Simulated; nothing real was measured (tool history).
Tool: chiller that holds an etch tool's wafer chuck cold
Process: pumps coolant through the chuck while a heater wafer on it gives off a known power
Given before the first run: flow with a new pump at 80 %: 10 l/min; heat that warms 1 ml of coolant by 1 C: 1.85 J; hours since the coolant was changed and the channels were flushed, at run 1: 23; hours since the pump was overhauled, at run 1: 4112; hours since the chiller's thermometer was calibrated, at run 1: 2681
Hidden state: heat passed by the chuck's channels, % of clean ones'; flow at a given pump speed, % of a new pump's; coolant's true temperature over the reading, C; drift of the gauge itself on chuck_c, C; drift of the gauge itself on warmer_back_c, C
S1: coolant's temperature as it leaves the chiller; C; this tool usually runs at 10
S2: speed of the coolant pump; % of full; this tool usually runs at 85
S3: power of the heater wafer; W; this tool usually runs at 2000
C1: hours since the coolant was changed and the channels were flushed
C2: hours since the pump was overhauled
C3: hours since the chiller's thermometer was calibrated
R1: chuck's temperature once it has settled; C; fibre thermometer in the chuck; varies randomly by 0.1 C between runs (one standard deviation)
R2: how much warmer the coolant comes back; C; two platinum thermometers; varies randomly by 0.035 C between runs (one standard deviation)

run 1 hour=0.0 | S1=10 S2=85 S3=2000 | C1=23 C2=4112 C3=2681 | R1=23.9 R2=6.35
run 2 hour=126.3 | S1=10 S2=85 S3=2000 | C1=150 C2=4238 C3=2807 | R1=24.0 R2=6.36
run 3 hour=204.3 | S1=10 S2=95 S3=2000 | C1=228 C2=4316 C3=2885 | R1=22.7 R2=5.64
run 4 hour=306.7 | S1=11 S2=95 S3=2000 | C1=330 C2=4419 C3=2987 | R1=23.4 R2=5.62
run 5 hour=451.7 | S1=11 S2=95 S3=2000 | C1=475 C2=4564 C3=3132 | R1=23.9 R2=5.65
-- hour=480.3 chiller's thermometer calibrated
run 6 hour=557.1 | S1=11 S2=95 S3=2000 | C1=579 C2=4668 C3=77 | R1=24.1 R2=5.64
run 7 hour=657.9 | S1=10 S2=85 S3=2000 | C1=680 C2=4769 C3=178 | R1=24.4 R2=6.42
run 8 hour=716.6 | S1=10 S2=71 S3=2000 | C1=739 C2=4828 C3=236 | R1=26.4 R2=7.95
run 9 hour=810.6 | S1=10 S2=85 S3=2000 | C1=833 C2=4922 C3=330 | R1=24.5 R2=6.47
-- hour=822.1 coolant pump overhauled
run 10 hour=949.0 | S1=10 S2=87 S3=2000 | C1=966 C2=127 C3=464 | R1=24.6 R2=6.45
run 11 hour=1052.3 | S1=10 S2=87 S3=2000 | C1=1070 C2=230 C3=567 | R1=24.6 R2=6.55
run 12 hour=1196.2 | S1=10 S2=87 S3=2000 | C1=1213 C2=374 C3=711 | R1=24.8 R2=6.49
run 13 hour=1255.5 | S1=10 S2=85 S3=2329 | C1=1273 C2=433 C3=770 | R1=27.3 R2=7.83
-- hour=1267.8 coolant pump overhauled, once more
run 14 hour=1397.7 | S1=10 S2=85 S3=2000 | C1=1410 C2=130 C3=907 | R1=23.9 R2=6.07
run 15 hour=1468.9 | S1=10 S2=85 S3=2896 | C1=1481 C2=201 C3=979 | R1=30.1 R2=8.73
run 16 hour=1606.6 | S1=10 S2=85 S3=2896 | C1=1619 C2=339 C3=1116 | R1=30.3 R2=8.75
run 17 hour=1706.4 | S1=10 S2=85 S3=2896 | C1=1719 C2=439 C3=1216 | R1=30.3 R2=8.79
run 18 hour=1766.8 | S1=6 S2=85 S3=1191 | C1=1779 C2=499 C3=1276 | R1=14.3 R2=3.63
run 19 hour=1892.4 | S1=4 S2=85 S3=2000 | C1=1905 C2=625 C3=1402 | R1=18.0 R2=6.12
run 20 hour=2016.6 | S1=8 S2=74 S3=1490 | C1=2029 C2=749 C3=1526 | R1=19.8 R2=5.29
run 21 hour=2103.0 | S1=8 S2=74 S3=1490 | C1=2115 C2=835 C3=1613 | R1=19.9 R2=5.36
run 22 hour=2167.0 | S1=8 S2=74 S3=1490 | C1=2179 C2=899 C3=1677 | R1=19.7 R2=5.30
run 23 hour=2285.1 | S1=8 S2=77 S3=2015 | C1=2297 C2=1017 C3=1795 | R1=23.4 R2=6.88
run 24 hour=2399.0 | S1=8 S2=77 S3=2015 | C1=2411 C2=1131 C3=1909 | R1=23.6 R2=6.90
run 25 hour=2508.9 | S1=6 S2=84 S3=2000 | C1=2521 C2=1241 C3=2019 | R1=20.4 R2=6.25

Estimate the outcome of run 26 from the log above:
run 26 hour=2646.5 | S1=6 S2=84 S3=2242 | C1=2659 C2=1379 C3=2156 | R1=? R2=?

{"run 26": {"R1": 22.3, "R2": 7.0}}
Minus the tool's unlogged condition, the same run would have read R1 21.1 C, R2 6.85 C.

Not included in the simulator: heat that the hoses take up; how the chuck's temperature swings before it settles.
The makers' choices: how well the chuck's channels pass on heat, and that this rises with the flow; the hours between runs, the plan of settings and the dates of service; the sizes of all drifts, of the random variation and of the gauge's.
